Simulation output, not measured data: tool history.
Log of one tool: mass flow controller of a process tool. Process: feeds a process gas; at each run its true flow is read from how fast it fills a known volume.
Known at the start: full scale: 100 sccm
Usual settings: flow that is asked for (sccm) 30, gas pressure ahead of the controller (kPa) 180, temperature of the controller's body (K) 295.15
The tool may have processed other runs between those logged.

run,hour,flow that is asked for (sccm),gas pressure ahead of the controller (kPa),temperature of the controller's body (K),true flow (%)
1,0.0,30,180,295.15,98.59
2,248.3,30,180,295.15,98.60
3,533.3,30,180,295.15,98.62
4,848.4,30,180,297.15,98.71
5,1189.0,30,180,297.15,98.90
6,1732.8,30,180,313.15,99.99
7,1993.6,30,180,295.15,98.57
8,2240.5,30,180,295.15,98.64
9,2767.3,30,180,295.15,98.66
10,3108.6,30,224,295.15,98.46
11,3650.5,30,224,295.15,98.40
12,3902.4,30,180,295.15,98.55
13,4423.5,75,180,295.15,99.51
14,4741.8,30,180,295.15,98.65
15,5122.7,30,209,295.15,98.52
16,5453.8,30,209,295.15,98.51
17,5785.2,30,209,295.15,98.57
18,6184.8,30,172,295.15,98.65
19,6491.1,30,161,295.15,98.66
20,6821.1,30,180,295.15,98.64
21,7294.3,30,180,295.15,98.67
22,7638.9,30,180,302.15,99.13
23,8039.9,40,180,295.15,98.72
24,8333.5,30,180,305.15,99.29
25,8590.1,30,180,305.15,99.31
26,9144.4,30,180,305.15,99.25
27,9409.2,63,201,304.15,99.79
28,9729.7,30,184,295.15,98.57
29,10127.7,32,180,295.15,98.60
30,10635.6,32,180,295.15,98.59
31,11079.8,17,231,304.15,98.92
32,11495.7,39,178,310.15,99.78
33,12058.4,39,205,293.15,98.47
34,12358.5,94,227,308.15,100.57
35,12755.9,94,227,308.15,100.64
36,13002.3,94,227,301.15,100.13
37,13393.7,94,227,301.15,100.02
38,13950.0,94,227,301.15,99.99
39,14208.3,94,227,301.15,100.02
40,14642.8,94,227,301.15,100.11
41,15043.3,94,227,301.15,100.04
42,15387.4,94,227,301.15,100.09
43,15631.3,94,199,301.15,99.97
44,16154.3,57,211,296.15,99.14
45,16404.7,24,180,305.15,99.31
46,16652.3,27,152,305.15,99.46
47,17098.1,23,180,307.15,99.43

Missing from the log above: 1 entry noted between runs. For each, name the pair of listed runs it sits between and say how the tool's hidden condition differs from the listed run just before to the listed run just after:
Logged between run 36 and run 37: controller's zero set anew (hour 13241.6)
  flow at rest that the sensor doesn't see, % of full scale: -0.003 -> 0
